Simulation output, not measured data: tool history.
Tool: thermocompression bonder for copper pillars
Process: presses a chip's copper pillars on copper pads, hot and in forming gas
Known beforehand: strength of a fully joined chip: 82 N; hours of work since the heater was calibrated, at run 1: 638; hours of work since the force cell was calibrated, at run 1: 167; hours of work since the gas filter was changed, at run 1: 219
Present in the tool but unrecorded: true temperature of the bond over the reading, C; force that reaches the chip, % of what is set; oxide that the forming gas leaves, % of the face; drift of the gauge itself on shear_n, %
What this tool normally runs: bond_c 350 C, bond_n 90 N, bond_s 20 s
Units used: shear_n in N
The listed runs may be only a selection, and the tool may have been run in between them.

| run | hour | bond_c | bond_n | bond_s | hours of work since the heater was calibrated | hours of work since the force cell was calibrated | hours of work since the gas filter was changed | shear_n |
|---|---|---|---|---|---|---|---|---|
| 1 | 0 | 350 | 90 | 20 | 638 | 167 | 219 | 31.2 |
| 2 | 9.3 | 350 | 90 | 20 | 643 | 172 | 224 | 31.1 |
| 3 | 23.1 | 350 | 90 | 20 | 651 | 180 | 232 | 31.3 |
| 4 | 36.4 | 350 | 90 | 20 | 659 | 187 | 240 | 31.8 |
| 5 | 42.3 | 350 | 74 | 20 | 662 | 191 | 243 | 28.1 |
| 6 | 54 | 350 | 74 | 20 | 669 | 197 | 250 | 28 |
| 7 | 66.9 | 350 | 74 | 20 | 676 | 204 | 257 | 28.2 |
| 8 | 73.6 | 350 | 74 | 20 | 680 | 208 | 261 | 28.2 |
| 9 | 87.2 | 350 | 74 | 20 | 687 | 216 | 268 | 28.4 |
| 10 | 92.9 | 350 | 62 | 14 | 691 | 219 | 272 | 21.9 |
| 11 | 104 | 379 | 62 | 30 | 697 | 225 | 278 | 39.5 |
|  | 106.8 | heater calibrated with a thermocouple chip |
| 12 | 119.4 | 379 | 62 | 30 | 7 | 233 | 285 | 40.6 |
| 13 | 126.8 | 379 | 65 | 12 | 11 | 237 | 290 | 29.5 |
| 14 | 139.8 | 327 | 55 | 16 | 19 | 245 | 297 | 16.7 |
| 15 | 150.2 | 327 | 55 | 16 | 25 | 251 | 303 | 17.2 |
|  | 158.7 | heater calibrated with a thermocouple chip, once more |
| 16 | 160.4 | 376 | 110 | 17 | 1 | 255 | 308 | 38 |
| 17 | 171.6 | 376 | 110 | 17 | 7 | 261 | 314 | 38 |

Alternative continuations, all from the tool just after run 17; predict every row:
| A | 178 | 326 | 100 | 43 | 11 | 265 | 318 | ? |
| B | 178 | 350 | 71 | 58 | 11 | 265 | 318 | ? |
| C | 178 | 356 | 77 | 20 | 11 | 265 | 318 | ? |

| run | shear_n |
|---|---|
| A | 31 |
| B | 39.1 |
| C | 29.4 |
Stripped of hidden state, with their random variation kept, the same runs would have yielded:
| run | shear_n |
|---|---|
| A | 33.3 |
| B | 42 |
| C | 31.5 |
